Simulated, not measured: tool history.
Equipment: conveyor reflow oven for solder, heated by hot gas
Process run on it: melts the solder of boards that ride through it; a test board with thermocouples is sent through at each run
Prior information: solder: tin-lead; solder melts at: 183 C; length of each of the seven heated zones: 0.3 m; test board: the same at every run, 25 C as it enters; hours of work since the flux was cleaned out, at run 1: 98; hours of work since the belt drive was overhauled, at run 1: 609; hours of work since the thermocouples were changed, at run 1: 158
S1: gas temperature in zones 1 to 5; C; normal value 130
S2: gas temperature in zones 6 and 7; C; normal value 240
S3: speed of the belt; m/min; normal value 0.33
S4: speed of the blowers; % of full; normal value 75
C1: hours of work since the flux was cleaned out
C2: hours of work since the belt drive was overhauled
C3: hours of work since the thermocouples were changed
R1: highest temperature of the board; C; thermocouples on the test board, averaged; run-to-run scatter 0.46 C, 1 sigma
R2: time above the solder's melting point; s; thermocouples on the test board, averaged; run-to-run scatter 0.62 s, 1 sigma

run,hour,S1,S2,S3,S4,C1,C2,C3,R1,R2
1,0,130,240,0.33,75,98,609,158,223.1,84.6
2,24.9,130,240,0.33,75,112,622,172,223.6,84.9
3,46.4,130,240,0.33,75,123,634,184,222.7,84.6
4,69.1,130,240,0.33,75,136,647,196,223,85.3
5,91.7,130,240,0.33,75,148,659,208,223.3,84.1
6,109.4,130,240,0.33,75,158,669,218,223,84.6
7,122.7,130,251,0.33,75,165,676,225,233.3,92.4
8,141.1,130,251,0.33,75,175,686,235,232.8,91.8
9,160.5,130,251,0.33,75,186,697,246,232,91.1
10,182.7,130,251,0.33,75,198,709,258,232.6,91.4
11,203.6,130,251,0.33,75,209,720,270,232.4,91.8
12,216.6,130,240,0.33,84,217,727,277,226.3,87.2
13,236.8,130,240,0.33,51,228,738,288,213,69.2
14,254.2,130,240,0.33,51,237,748,297,212.5,69.1
15,277.1,130,240,0.33,51,250,760,310,212.3,69.6
16,300.9,130,240,0.33,51,263,773,323,212.9,69.7
17,319.1,130,240,0.33,51,273,783,333,212.5,68.6
18,348.3,130,238,0.34,61,289,799,349,215,71.7
19,370.6,138,247,0.297,64,301,811,361,230.2,105.4
20,401.9,138,247,0.297,64,318,829,378,229.9,104.1
21,426.4,130,241,0.33,57,331,842,391,215.3,75.1
22,444.7,130,241,0.33,57,341,852,401,215.7,75.9
23,458.5,130,246,0.33,72,349,859,409,227.1,86.3
24,483.7,130,231,0.33,78,363,873,423,215.7,77.3
25,497.4,132,254,0.33,75,370,881,430,235.5,94.6
26,523.7,132,248,0.367,75,385,895,445,226.1,79.1
27,548.5,133,250,0.33,75,398,909,458,232,93.7
28,567.2,119,245,0.285,68,408,919,468,228.5,98.2
29,586.4,122,240,0.33,75,419,929,479,221,80.2
# hour 596.5: flux residue cleaned out of gas plates and filters
30,604.9,127,240,0.33,75,5,937,486,222.8,83.2

Each row is a separate what-if for the run after 30, all from the same tool condition, not one after another. Results?
A,631.8,127,240,0.33,63,19,952,501,?,?
B,631.8,140,240,0.371,75,19,952,501,?,?
C,631.8,127,242,0.357,83,19,952,501,?,?
D,631.8,130,250,0.365,76,19,952,501,?,?

run,R1,R2
A,217.7,76.1
B,221.2,76.5
C,224.6,77.9
D,228.1,80.1
Without the tool's hidden state the same runs would have given:
run,R1,R2
A,217.6,75.9
B,221.2,76.3
C,224.6,77.8
D,228.1,80
